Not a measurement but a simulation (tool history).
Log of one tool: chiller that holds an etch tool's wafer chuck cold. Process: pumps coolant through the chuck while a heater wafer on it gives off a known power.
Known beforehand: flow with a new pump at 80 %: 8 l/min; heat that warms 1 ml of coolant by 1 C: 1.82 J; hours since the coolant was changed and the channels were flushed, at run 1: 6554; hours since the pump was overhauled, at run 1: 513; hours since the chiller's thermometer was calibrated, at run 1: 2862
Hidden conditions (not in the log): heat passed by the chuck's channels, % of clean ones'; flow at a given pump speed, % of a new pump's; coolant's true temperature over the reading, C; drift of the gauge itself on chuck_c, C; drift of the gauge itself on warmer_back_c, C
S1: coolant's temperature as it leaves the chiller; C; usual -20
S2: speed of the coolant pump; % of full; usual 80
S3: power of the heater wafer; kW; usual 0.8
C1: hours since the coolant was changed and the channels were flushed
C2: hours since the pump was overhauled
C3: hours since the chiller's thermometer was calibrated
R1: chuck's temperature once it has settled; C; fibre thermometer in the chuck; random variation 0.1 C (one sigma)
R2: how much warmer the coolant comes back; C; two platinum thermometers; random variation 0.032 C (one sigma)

run    hour   S1  S2     S3    C1    C2    C3     R1    R2
  1       0  -20  80    0.8  6554   513  2862   -8.7  3.28
       27.2  -- coolant changed, channels flushed
  2    46.6  -20  80    0.8    19   554  2903  -10.4  3.28
  3   100.6  -20  80  0.988    73   608  2957   -8.1  4.13
  4   135.2  -20  80    0.8   108   642  2992  -10.6  3.36
  5   216.2  -20  80    0.8   189   723  3073  -10.2  3.35
  6   288.5  -20  80    0.8   261   796  3145  -10.4  3.33
  7   361.1  -20  80    0.8   334   868  3217  -10.3  3.32
  8   429.3  -20  80    0.8   402   937  3286  -10.2  3.41
  9     502  -20  80    0.8   475  1009  3358  -10.3  3.41
 10   560.3  -20  80    0.8   533  1068  3417  -10.3  3.37
 11   611.7  -20  80    0.8   584  1119  3468  -10.3  3.43
 12   678.3  -16  69    0.8   651  1186  3535   -4.8     4
      686.9  -- chiller's thermometer calibrated
 13   746.7  -16  69    0.8   718  1253    60   -4.9  3.94
 14     803  -19  69    0.8   775  1309   116   -7.9  3.94
 15     845  -28  69   0.44   817  1351   158    -22  2.17
 16   925.7  -28  78  0.527   897  1432   239  -21.7  2.27
 17   995.5  -28  62  0.527   967  1502   309  -19.9  2.98
 18    1077  -29  79    0.8  1049  1583   390  -19.2  3.38
     1120.9  -- chiller's thermometer calibrated, once more
 19  1153.7  -29  79    0.8  1124  1659    33  -18.4  3.42

The next listed run, before its measurement:
 20  1198  -20  70  0.8  1169  1703  77   ?   ?

Run 20 came out at R1 -8.2 C, R2 3.94 C.
Without the tool's hidden state the same run would have given R1 -9 C, R2 3.81 C.

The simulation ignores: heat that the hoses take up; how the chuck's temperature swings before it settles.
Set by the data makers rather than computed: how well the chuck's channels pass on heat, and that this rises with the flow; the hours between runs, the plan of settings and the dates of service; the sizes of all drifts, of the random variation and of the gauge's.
